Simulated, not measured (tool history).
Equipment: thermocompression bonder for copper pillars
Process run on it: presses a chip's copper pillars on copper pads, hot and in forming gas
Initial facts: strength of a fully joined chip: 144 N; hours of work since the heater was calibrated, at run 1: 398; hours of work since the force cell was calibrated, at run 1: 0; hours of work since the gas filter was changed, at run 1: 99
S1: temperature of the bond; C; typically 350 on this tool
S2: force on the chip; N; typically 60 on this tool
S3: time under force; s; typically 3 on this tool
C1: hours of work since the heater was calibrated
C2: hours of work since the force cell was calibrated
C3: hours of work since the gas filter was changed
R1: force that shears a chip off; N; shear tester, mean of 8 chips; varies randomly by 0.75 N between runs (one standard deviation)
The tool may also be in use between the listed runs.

Run 1, hour 0: usual settings; C1 398; C2 0; C3 99. Result: R1 55 N.
Run 2, hour 63.5: usual settings; C1 444; C2 46; C3 145. Result: R1 54.7 N.
Run 3, hour 116: usual settings but S3 7 s; C1 482; C2 84; C3 183. Result: R1 74.9 N.
At hour 151.3: heater calibrated with a thermocouple chip.
Run 4, hour 186.3: usual settings but S3 7 s; C1 25; C2 134; C3 233. Result: R1 74.4 N.
Run 5, hour 221: usual settings but S3 7 s; C1 51; C2 159; C3 258. Result: R1 75 N.
Run 6, hour 256.5: usual settings but S3 4 s; C1 77; C2 185; C3 284. Result: R1 62.2 N.
Run 7, hour 326.5: usual settings; C1 127; C2 236; C3 334. Result: R1 55.7 N.
Run 8, hour 382: usual settings; C1 168; C2 276; C3 375. Result: R1 54.7 N.
At hour 397.6: forming gas filter changed.
Run 9, hour 426.3: usual settings; C1 200; C2 308; C3 21. Result: R1 54.4 N.
Run 10, hour 455.5: usual settings but S2 66 N; C1 221; C2 329; C3 42. Result: R1 59.3 N.
Run 11, hour 502.9: usual settings but S2 66 N; C1 255; C2 364; C3 77. Result: R1 59.3 N.
Run 12, hour 550.9: usual settings but S2 56 N; C1 290; C2 399; C3 111. Result: R1 51.8 N.
Run 13, hour 607.2: usual settings but S2 56 N; C1 331; C2 440; C3 152. Result: R1 52 N.
Run 14, hour 667.4: usual settings; C1 375; C2 483; C3 196. Result: R1 56.4 N.
Run 15, hour 696: usual settings; C1 396; C2 504; C3 217. Result: R1 55.4 N.
Run 16, hour 725.3: usual settings but S1 374 C; C1 417; C2 526; C3 238. Result: R1 74.3 N.
Run 17, hour 792.5: usual settings but S1 374 C; C1 466; C2 574; C3 287. Result: R1 72.2 N.
Run 18, hour 841.7: usual settings but S2 49 N; C1 502; C2 610; C3 323. Result: R1 45.8 N.
At hour 850.3: heater calibrated with a thermocouple chip.
Run 19, hour 903: usual settings but S2 49 N; C1 38; C2 653; C3 366. Result: R1 46.9 N.
At hour 929.5: forming gas filter changed.
Run 20, hour 972.3: usual settings but S1 334 C, S2 66 N, S3 7 s; C1 88; C2 703; C3 31. Result: R1 65.4 N.
Run 21, hour 1021.7: usual settings but S1 341 C, S2 45 N, S3 2 s; C1 124; C2 739; C3 67. Result: R1 31.1 N.
Run 22, hour 1055.5: usual settings but S2 70 N, S3 9 s; C1 149; C2 764; C3 92. Result: R1 89.3 N.
Run 23, hour 1092.1: usual settings but S2 70 N, S3 9 s; C1 176; C2 791; C3 118. Result: R1 90.9 N.
Run 24, hour 1159.9: usual settings but S2 71 N, S3 2 s; C1 225; C2 840; C3 168. Result: R1 53.4 N.
Run 25, hour 1211.2: usual settings but S2 87 N, S3 2 s; C1 262; C2 877; C3 205. Result: R1 63.2 N.
Run 26, hour 1268: usual settings but S1 324 C, S2 46 N, S3 2 s; C1 303; C2 918; C3 246. Result: R1 24.9 N.
Run 27, hour 1313.8: usual settings but S1 376 C, S2 77 N, S3 8 s; C1 337; C2 952; C3 279. Result: R1 109.8 N.
Run 28, hour 1367.2: usual settings but S1 332 C, S2 83 N, S3 6 s; C1 376; C2 991; C3 318. Result: R1 72.7 N.
At hour 1391.4: force cell calibrated.
Run 29, hour 1414: usual settings but S1 321 C, S2 64 N; C1 408; C2 16; C3 351. Result: R1 38.5 N.
Run 30, hour 1442.4: usual settings but S1 365 C, S2 49 N; C1 429; C2 37; C3 372. Result: R1 56.8 N.
At hour 1463.6: forming gas filter changed.
Run 31, hour 1507.6: usual settings but S2 70 N, S3 4 s; C1 476; C2 84; C3 32. Result: R1 67.8 N.
At hour 1549.9: heater calibrated with a thermocouple chip.
Run 32, hour 1560.7: usual settings but S1 347 C, S2 39 N, S3 4 s; C1 8; C2 121; C3 69. Result: R1 41.8 N.
Run 33, hour 1596: usual settings but S1 347 C, S2 39 N, S3 4 s; C1 33; C2 147; C3 95. Result: R1 41.3 N.
Run 34, hour 1666.7: usual settings but S1 377 C, S2 39 N, S3 2 s; C1 85; C2 198; C3 146. Result: R1 45.5 N.
Run 35, hour 1728.4: usual settings but S1 342 C, S2 63 N, S3 4 s; C1 130; C2 243; C3 191. Result: R1 57.3 N.
Run 36, hour 1783: usual settings but S3 7 s; C1 169; C2 283; C3 231. Result: R1 75.9 N.
Run 37, hour 1853: usual settings but S1 356 C, S2 82 N, S3 4 s; C1 220; C2 334; C3 282. Result: R1 81.3 N.
Run 38, hour 1889.1: usual settings but S1 357 C, S3 2 s; C1 247; C2 360; C3 308. Result: R1 51 N.

4 ways to go on from here, each from the tool as it stands after run 38. What would each give?
Run A, hour 1949.6: usual settings but S2 69 N, S3 2 s; C1 291; C2 404; C3 352. Result: R1 ?.
Run B, hour 1949.6: usual settings but S1 357 C, S2 45 N, S3 7 s; C1 291; C2 404; C3 352. Result: R1 ?.
Run C, hour 1949.6: usual settings but S1 335 C, S2 49 N, S3 2 s; C1 291; C2 404; C3 352. Result: R1 ?.
Run D, hour 1949.6: usual settings but S1 352 C, S2 51 N, S3 7 s; C1 291; C2 404; C3 352. Result: R1 ?.

run    R1
  A  52.3
  B  65.9
  C  31.4
  D  69.5
Take away the tool's hidden state, keep each run's random variation, and the runs would have read:
run    R1
  A  52.8
  B  66.4
  C  31.7
  D  70.1

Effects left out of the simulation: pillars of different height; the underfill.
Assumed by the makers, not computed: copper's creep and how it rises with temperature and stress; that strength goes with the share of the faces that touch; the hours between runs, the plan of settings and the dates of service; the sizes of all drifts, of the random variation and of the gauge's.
